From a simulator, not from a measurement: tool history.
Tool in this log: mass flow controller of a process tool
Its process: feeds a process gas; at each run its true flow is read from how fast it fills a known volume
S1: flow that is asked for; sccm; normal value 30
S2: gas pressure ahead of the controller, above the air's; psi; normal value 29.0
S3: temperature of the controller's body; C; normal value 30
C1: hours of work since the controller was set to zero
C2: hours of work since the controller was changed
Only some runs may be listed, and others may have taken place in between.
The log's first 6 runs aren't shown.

Run 7, day 17.300: usual settings; C1 639; C2 639. Result: true flow (%) 99.51.
Run 8, day 20.533: usual settings; C1 667; C2 667. Result: true flow (%) 99.68.
Run 9, day 23.871: usual settings; C1 697; C2 697. Result: true flow (%) 99.73.
Run 10, day 26.062: usual settings but S2 34.8 psi; C1 716; C2 716. Result: true flow (%) 99.53.
Run 11, day 29.179: usual settings but S2 34.8 psi; C1 743; C2 743. Result: true flow (%) 99.63.
Run 12, day 32.725: usual settings but S2 34.8 psi; C1 774; C2 774. Result: true flow (%) 99.65.
Run 13, day 34.367: usual settings but S2 34.8 psi; C1 789; C2 789. Result: true flow (%) 99.64.
Run 14, day 36.046: usual settings but S1 10 sccm; C1 804; C2 804. Result: true flow (%) 99.60.
Run 15, day 38.488: usual settings; C1 825; C2 825. Result: true flow (%) 99.96.
Run 16, day 40.229: usual settings but S1 71 sccm; C1 840; C2 840. Result: true flow (%) 100.61.
Run 17, day 42.817: usual settings but S1 71 sccm, S2 39.6 psi, S3 29 C; C1 863; C2 863. Result: true flow (%) 100.36.
Run 18, day 46.017: usual settings but S1 17 sccm, S2 22.8 psi, S3 36 C; C1 891; C2 891. Result: true flow (%) 100.55.
Run 19, day 49.096: usual settings but S1 17 sccm, S2 39.0 psi, S3 36 C; C1 918; C2 918. Result: true flow (%) 99.86.
Run 20, day 52.158: usual settings but S1 17 sccm, S2 39.0 psi, S3 36 C; C1 945; C2 945. Result: true flow (%) 99.92.
Run 21, day 54.108: usual settings but S1 19 sccm, S2 34.7 psi; C1 962; C2 962. Result: true flow (%) 99.95.
Run 22, day 56.438: usual settings but S1 19 sccm, S2 34.7 psi; C1 983; C2 983. Result: true flow (%) 99.84.
Run 23, day 58.746: usual settings but S1 36 sccm, S2 34.7 psi, S3 21 C; C1 1003; C2 1003. Result: true flow (%) 99.62.
Run 24, day 60.842: usual settings but S1 36 sccm, S2 34.7 psi, S3 21 C; C1 1022; C2 1022. Result: true flow (%) 99.66.
Run 25, day 64.562: usual settings but S2 27.8 psi; C1 1054; C2 1054. Result: true flow (%) 100.48.
Run 26, day 66.438: usual settings but S2 30.0 psi, S3 21 C; C1 1071; C2 1071. Result: true flow (%) 99.88.
Run 27, day 69.967: usual settings but S1 66 sccm, S2 20.7 psi, S3 21 C; C1 1102; C2 1102. Result: true flow (%) 100.83.
Run 28, day 73.842: usual settings but S1 66 sccm, S2 20.7 psi, S3 21 C; C1 1136; C2 1136. Result: true flow (%) 101.10.
Run 29, day 76.371: usual settings but S1 66 sccm, S2 20.7 psi, S3 21 C; C1 1158; C2 1158. Result: true flow (%) 101.08.
Run 30, day 78.058: usual settings but S1 56 sccm, S2 23.5 psi; C1 1173; C2 1173. Result: true flow (%) 101.41.
Run 31, day 81.646: usual settings but S1 56 sccm, S2 23.5 psi; C1 1204; C2 1204. Result: true flow (%) 101.49.

Here are 4 independent what-if runs from the current tool condition. What would each one return?
Run A, day 84.217: usual settings but S1 56 sccm, S2 23.5 psi, S3 21 C; C1 1227; C2 1227. Result: true flow (%) ?.
Run B, day 84.217: usual settings but S1 58 sccm, S2 23.5 psi; C1 1227; C2 1227. Result: true flow (%) ?.
Run C, day 84.217: usual settings but S1 26 sccm, S2 28.9 psi, S3 36 C; C1 1227; C2 1227. Result: true flow (%) ?.
Run D, day 84.217: usual settings but S1 13 sccm; C1 1227; C2 1227. Result: true flow (%) ?.

run  true flow (%)
  A         100.97
  B         101.53
  C         101.28
  D         100.73
Take away the tool's hidden state, keep each run's random variation, and the runs would have read:
run  true flow (%)
  A          99.22
  B          99.77
  C          99.53
  D          98.98
